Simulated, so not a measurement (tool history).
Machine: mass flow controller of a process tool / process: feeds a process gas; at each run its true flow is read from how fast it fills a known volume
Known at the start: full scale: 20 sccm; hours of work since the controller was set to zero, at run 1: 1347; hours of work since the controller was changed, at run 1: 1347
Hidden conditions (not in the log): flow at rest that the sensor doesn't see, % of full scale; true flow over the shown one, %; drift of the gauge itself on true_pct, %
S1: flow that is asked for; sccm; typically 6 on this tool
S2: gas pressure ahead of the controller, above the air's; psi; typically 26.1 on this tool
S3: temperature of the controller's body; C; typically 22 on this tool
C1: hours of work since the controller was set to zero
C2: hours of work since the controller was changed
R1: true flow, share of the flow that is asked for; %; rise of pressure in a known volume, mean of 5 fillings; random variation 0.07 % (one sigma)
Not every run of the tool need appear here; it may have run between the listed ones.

{"run": 1, "day": 0.0, "S1": 6, "S2": 26.1, "S3": 22, "C1": 1347, "C2": 1347, "R1": 99.79}
{"run": 2, "day": 15.646, "S1": 6, "S2": 26.1, "S3": 22, "C1": 1484, "C2": 1484, "R1": 99.89}
{"run": 3, "day": 26.217, "S1": 6, "S2": 26.1, "S3": 22, "C1": 1576, "C2": 1576, "R1": 99.86}
{"run": 4, "day": 40.371, "S1": 6, "S2": 26.1, "S3": 22, "C1": 1700, "C2": 1700, "R1": 100.13}
{"run": 5, "day": 49.762, "S1": 6, "S2": 26.1, "S3": 22, "C1": 1782, "C2": 1782, "R1": 100.16}
{"run": 6, "day": 68.217, "S1": 6, "S2": 26.1, "S3": 22, "C1": 1944, "C2": 1944, "R1": 100.42}
{"run": 7, "day": 87.079, "S1": 6, "S2": 26.1, "S3": 22, "C1": 2109, "C2": 2109, "R1": 100.62}
{"run": 8, "day": 107.283, "S1": 6, "S2": 26.1, "S3": 22, "C1": 2286, "C2": 2286, "R1": 100.7}
{"run": 9, "day": 126.025, "S1": 6, "S2": 26.1, "S3": 22, "C1": 2450, "C2": 2450, "R1": 100.75}
{"run": 10, "day": 135.946, "S1": 3, "S2": 26.1, "S3": 22, "C1": 2537, "C2": 2537, "R1": 101.98}
{"run": 11, "day": 149.35, "S1": 3, "S2": 26.1, "S3": 22, "C1": 2654, "C2": 2654, "R1": 102.13}
{"run": 12, "day": 159.825, "S1": 6, "S2": 26.1, "S3": 39, "C1": 2746, "C2": 2746, "R1": 99.9}
{"run": 13, "day": 174.029, "S1": 9, "S2": 26.1, "S3": 28, "C1": 2870, "C2": 2870, "R1": 100.66}
{"run": 14, "day": 183.883, "S1": 9, "S2": 26.1, "S3": 28, "C1": 2956, "C2": 2956, "R1": 100.67}
{"run": 15, "day": 200.512, "S1": 9, "S2": 26.1, "S3": 28, "C1": 3102, "C2": 3102, "R1": 100.79}
{"run": 16, "day": 211.671, "S1": 4, "S2": 26.1, "S3": 20, "C1": 3199, "C2": 3199, "R1": 102.35}
{"run": 17, "day": 231.883, "S1": 4, "S2": 26.1, "S3": 24, "C1": 3376, "C2": 3376, "R1": 102.3}

What will run 18 give?
{"run": 18, "day": 242.979, "S1": 12, "S2": 20.5, "S3": 24, "C1": 3473, "C2": 3473, "R1": "?"}

Run 18 yielded R1 101.63 %.
On a tool with no hidden condition, and with the same random variation, this run would have come out at R1 99.39 %.
